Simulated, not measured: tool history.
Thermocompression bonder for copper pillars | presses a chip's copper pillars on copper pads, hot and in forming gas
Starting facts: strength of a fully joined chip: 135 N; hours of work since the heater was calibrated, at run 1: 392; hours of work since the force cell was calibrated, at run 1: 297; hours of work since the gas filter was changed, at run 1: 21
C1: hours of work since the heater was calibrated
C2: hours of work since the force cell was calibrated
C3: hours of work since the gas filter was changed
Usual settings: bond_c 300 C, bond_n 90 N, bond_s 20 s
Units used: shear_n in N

Run 1, hour 0.0: usual settings; C1 392; C2 297; C3 21. Result: shear_n 96.7 N.
Run 2, hour 45.5: usual settings but bond_n 126 N; C1 426; C2 332; C3 56. Result: shear_n 107.8 N.
Run 3, hour 84.1: usual settings; C1 456; C2 361; C3 85. Result: shear_n 91.2 N.
At hour 106.8: forming gas filter changed.
Run 4, hour 127.0: usual settings; C1 488; C2 394; C3 15. Result: shear_n 96.6 N.
Run 5, hour 157.5: usual settings but bond_s 50 s; C1 511; C2 417; C3 39. Result: shear_n 114.2 N.
Run 6, hour 184.3: usual settings but bond_s 50 s; C1 532; C2 437; C3 59. Result: shear_n 112.0 N.
Run 7, hour 229.2: usual settings but bond_s 51 s; C1 566; C2 471; C3 93. Result: shear_n 108.7 N.
At hour 241.7: forming gas filter changed.
Run 8, hour 273.4: usual settings but bond_s 51 s; C1 599; C2 504; C3 24. Result: shear_n 116.3 N.
Run 9, hour 297.9: usual settings but bond_s 51 s; C1 618; C2 523; C3 43. Result: shear_n 114.3 N.
At hour 334.3: heater calibrated with a thermocouple chip.
Run 10, hour 343.1: usual settings but bond_s 51 s; C1 7; C2 556; C3 76. Result: shear_n 108.6 N.
Run 11, hour 375.4: usual settings but bond_s 51 s; C1 31; C2 580; C3 100. Result: shear_n 106.8 N.
At hour 378.1: forming gas filter changed.
Run 12, hour 404.1: usual settings; C1 53; C2 602; C3 20. Result: shear_n 95.6 N.
Run 13, hour 426.3: usual settings; C1 70; C2 619; C3 37. Result: shear_n 92.8 N.
Run 14, hour 449.6: usual settings but bond_n 113 N; C1 87; C2 637; C3 54. Result: shear_n 102.0 N.
Run 15, hour 473.8: usual settings but bond_n 94 N, bond_s 50 s; C1 106; C2 655; C3 73. Result: shear_n 110.4 N.
Run 16, hour 497.3: usual settings but bond_c 325 C, bond_n 65 N, bond_s 16 s; C1 124; C2 673; C3 91. Result: shear_n 84.7 N.
At hour 511.6: forming gas filter changed.
Run 17, hour 536.3: usual settings but bond_c 315 C; C1 153; C2 702; C3 19. Result: shear_n 105.0 N.
Run 18, hour 581.1: usual settings but bond_c 279 C, bond_n 80 N, bond_s 28 s; C1 187; C2 736; C3 53. Result: shear_n 79.5 N.
At hour 585.7: force cell calibrated.
At hour 596.4: heater calibrated with a thermocouple chip, once more.
Run 19, hour 623.9: usual settings but bond_c 279 C, bond_n 60 N, bond_s 28 s; C1 21; C2 27; C3 83. Result: shear_n 66.4 N.
Run 20, hour 643.1: usual settings but bond_n 99 N; C1 36; C2 42; C3 97. Result: shear_n 95.3 N.
At hour 647.7: forming gas filter changed.
Run 21, hour 686.2: usual settings but bond_c 321 C, bond_n 115 N; C1 68; C2 74; C3 29. Result: shear_n 117.9 N.
Run 22, hour 726.7: usual settings but bond_c 296 C, bond_n 69 N, bond_s 31 s; C1 99; C2 105; C3 60. Result: shear_n 88.4 N.
Run 23, hour 749.3: usual settings but bond_c 290 C, bond_n 56 N, bond_s 56 s; C1 116; C2 123; C3 77. Result: shear_n 88.0 N.
Run 24, hour 776.9: usual settings but bond_n 103 N, bond_s 17 s; C1 137; C2 143; C3 98. Result: shear_n 93.8 N.
At hour 781.7: forming gas filter changed.
Run 25, hour 815.6: usual settings but bond_n 103 N, bond_s 17 s; C1 166; C2 172; C3 26. Result: shear_n 100.3 N.
Run 26, hour 843.7: usual settings but bond_n 103 N, bond_s 17 s; C1 187; C2 194; C3 47. Result: shear_n 96.9 N.
Run 27, hour 869.3: usual settings but bond_n 103 N, bond_s 17 s; C1 207; C2 213; C3 67. Result: shear_n 96.2 N.

Branching from run 27: 4 alternative next runs. What would each branch give?
Run A, hour 892.0: usual settings but bond_c 271 C, bond_n 108 N, bond_s 16 s; C1 224; C2 231; C3 84. Result: shear_n ?.
Run B, hour 892.0: usual settings but bond_c 327 C, bond_s 10 s; C1 224; C2 231; C3 84. Result: shear_n ?.
Run C, hour 892.0: usual settings but bond_c 313 C, bond_n 59 N, bond_s 26 s; C1 224; C2 231; C3 84. Result: shear_n ?.
Run D, hour 892.0: usual settings but bond_c 280 C; C1 224; C2 231; C3 84. Result: shear_n ?.

run  shear_n
  A     75.6
  B     92.6
  C     85.7
  D     78.3
The same runs, with their run-to-run variation unchanged, on a tool lacking any hidden condition would have given:
run  shear_n
  A     81.0
  B     99.1
  C     91.7
  D     83.9
